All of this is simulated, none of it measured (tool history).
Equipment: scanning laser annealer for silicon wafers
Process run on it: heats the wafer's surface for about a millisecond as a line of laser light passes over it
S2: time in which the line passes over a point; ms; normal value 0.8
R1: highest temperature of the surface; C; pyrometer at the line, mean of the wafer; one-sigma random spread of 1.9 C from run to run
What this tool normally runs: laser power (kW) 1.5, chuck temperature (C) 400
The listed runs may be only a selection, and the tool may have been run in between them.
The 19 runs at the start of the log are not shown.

{"run": 20, "hour": 117.9, "laser power (kW)": 1.5, "S2": 0.561, "chuck temperature (C)": 400, "R1": 1065}
{"run": 21, "hour": 123.6, "laser power (kW)": 1.5, "S2": 0.794, "chuck temperature (C)": 398, "R1": 1212}
{"run": 22, "hour": 130.8, "laser power (kW)": 1.5, "S2": 0.883, "chuck temperature (C)": 390, "R1": 1256}
{"run": 23, "hour": 140.5, "laser power (kW)": 1.5, "S2": 0.883, "chuck temperature (C)": 390, "R1": 1253}
{"run": 24, "hour": 148.6, "laser power (kW)": 1.5, "S2": 0.8, "chuck temperature (C)": 381, "R1": 1198}
{"run": 25, "hour": 155.1, "laser power (kW)": 1.5, "S2": 0.8, "chuck temperature (C)": 378, "R1": 1194}
{"run": 26, "hour": 162.5, "laser power (kW)": 1.5, "S2": 0.578, "chuck temperature (C)": 371, "R1": 1042}
{"run": 27, "hour": 171.1, "laser power (kW)": 1.442, "S2": 0.812, "chuck temperature (C)": 393, "R1": 1182}
{"run": 28, "hour": 179.1, "laser power (kW)": 1.442, "S2": 0.812, "chuck temperature (C)": 393, "R1": 1182}
{"run": 29, "hour": 183.1, "laser power (kW)": 1.442, "S2": 0.812, "chuck temperature (C)": 393, "R1": 1183}
{"run": 30, "hour": 190.8, "laser power (kW)": 1.503, "S2": 0.818, "chuck temperature (C)": 386, "R1": 1214}
{"run": 31, "hour": 197.2, "laser power (kW)": 1.578, "S2": 0.645, "chuck temperature (C)": 435, "R1": 1197}
{"run": 32, "hour": 202.2, "laser power (kW)": 1.578, "S2": 0.645, "chuck temperature (C)": 435, "R1": 1192}
{"run": 33, "hour": 211.5, "laser power (kW)": 1.578, "S2": 0.645, "chuck temperature (C)": 435, "R1": 1197}
{"run": 34, "hour": 221.4, "laser power (kW)": 1.578, "S2": 0.645, "chuck temperature (C)": 435, "R1": 1196}
{"run": 35, "hour": 229.7, "laser power (kW)": 1.578, "S2": 0.645, "chuck temperature (C)": 435, "R1": 1191}
{"run": 36, "hour": 237.6, "laser power (kW)": 1.578, "S2": 0.65, "chuck temperature (C)": 435, "R1": 1197}
{"run": 37, "hour": 246.1, "laser power (kW)": 1.5, "S2": 0.853, "chuck temperature (C)": 400, "R1": 1247}
{"run": 38, "hour": 250.2, "laser power (kW)": 1.55, "S2": 0.8, "chuck temperature (C)": 412, "R1": 1257}
{"run": 39, "hour": 254.6, "laser power (kW)": 1.55, "S2": 0.603, "chuck temperature (C)": 412, "R1": 1122}
{"run": 40, "hour": 263.0, "laser power (kW)": 1.462, "S2": 0.822, "chuck temperature (C)": 371, "R1": 1173}

Branching from run 40: 3 alternative next runs. What would each branch give?
{"run": "A", "hour": 267.3, "laser power (kW)": 1.586, "S2": 0.822, "chuck temperature (C)": 371, "R1": "?"}
{"run": "B", "hour": 267.3, "laser power (kW)": 1.5, "S2": 0.753, "chuck temperature (C)": 400, "R1": "?"}
{"run": "C", "hour": 267.3, "laser power (kW)": 1.481, "S2": 0.916, "chuck temperature (C)": 400, "R1": "?"}

run=A R1=1251
run=B R1=1184
run=C R1=1269
What these runs would have given with no unlogged condition in the tool:
run=A R1=1276
run=B R1=1206
run=C R1=1293

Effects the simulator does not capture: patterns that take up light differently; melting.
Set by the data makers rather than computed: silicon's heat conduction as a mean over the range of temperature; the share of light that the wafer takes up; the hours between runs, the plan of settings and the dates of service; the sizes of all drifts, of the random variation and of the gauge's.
